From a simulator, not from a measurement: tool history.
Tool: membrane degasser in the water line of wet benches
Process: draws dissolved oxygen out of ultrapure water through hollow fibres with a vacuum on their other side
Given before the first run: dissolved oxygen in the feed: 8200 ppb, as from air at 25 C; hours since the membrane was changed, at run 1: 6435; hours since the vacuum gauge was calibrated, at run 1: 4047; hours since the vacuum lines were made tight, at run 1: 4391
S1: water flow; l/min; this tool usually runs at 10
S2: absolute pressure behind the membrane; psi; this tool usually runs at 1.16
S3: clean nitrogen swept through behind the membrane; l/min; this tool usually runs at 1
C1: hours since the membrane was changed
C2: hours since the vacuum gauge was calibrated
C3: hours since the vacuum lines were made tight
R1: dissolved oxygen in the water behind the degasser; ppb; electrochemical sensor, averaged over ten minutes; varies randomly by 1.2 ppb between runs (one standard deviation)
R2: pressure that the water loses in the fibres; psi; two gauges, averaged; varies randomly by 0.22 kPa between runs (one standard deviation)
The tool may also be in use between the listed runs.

run    hour  S1     S2    S3    C1    C2    C3     R1      R2
  1       0  10   1.16     1  6435  4047  4391  117.2   7.883
  2   214.9  10  1.439     1  6650  4262  4606    160   7.862
  3   414.5  10  1.439     1  6850  4462  4805  159.6    7.89
  4     593  10  1.439     1  7028  4640  4984  160.7   7.829
  5   798.1  10  1.439     1  7233  4845  5189  161.7   7.825
      902.7  -- seals of the vacuum lines changed
  6     958  10   1.16     1  7391  5003    55  114.2   7.878
  7  1080.7  10   2.08     1  7514  5126   178  260.5   7.744
  8  1201.7  10   2.08     1  7635  5247   299  262.8   7.849
     1306.5  -- vacuum gauge calibrated
  9  1378.1   8  1.186  1.76  7811    72   475   55.8   6.287
 10  1501.1   8  1.186  1.76  7934   195   598   56.3   6.206
 11  1605.8  15  2.017     1  8039   299   703  381.5    11.7
 12  1768.3   7  2.168  1.22  8201   462   865  164.7    5.49
 13  1962.8  14  0.904  1.38  8396   656  1060   93.1  10.868
 14    2154   6  1.896  1.48  8587   847  1251   99.5   4.725
 15  2340.5   6  1.896  1.48  8773  1034  1437   98.8   4.662

Take each entry between the runs: how does the hidden state at the last listed run before it differ from the hidden state at the first listed run after it?
In the gap between runs 5 and 6: seals of the vacuum lines changed (hour 902.7)
  air that leaks in behind the membrane, l/min: 0.0022 -> 0.002; drift of the gauge itself on loss_of_pressure_kpa, %: -0.48 -> -0.57
  measured value less the no-hidden-state value, R2: -0.03 -> -0.039 psi
In the gap between runs 8 and 9: vacuum gauge calibrated (hour 1306.5)
  drift of the gauge itself on loss_of_pressure_kpa, %: -0.72 -> -0.83
  measured value less the no-hidden-state value, R2: -0.051 -> -0.046 psi
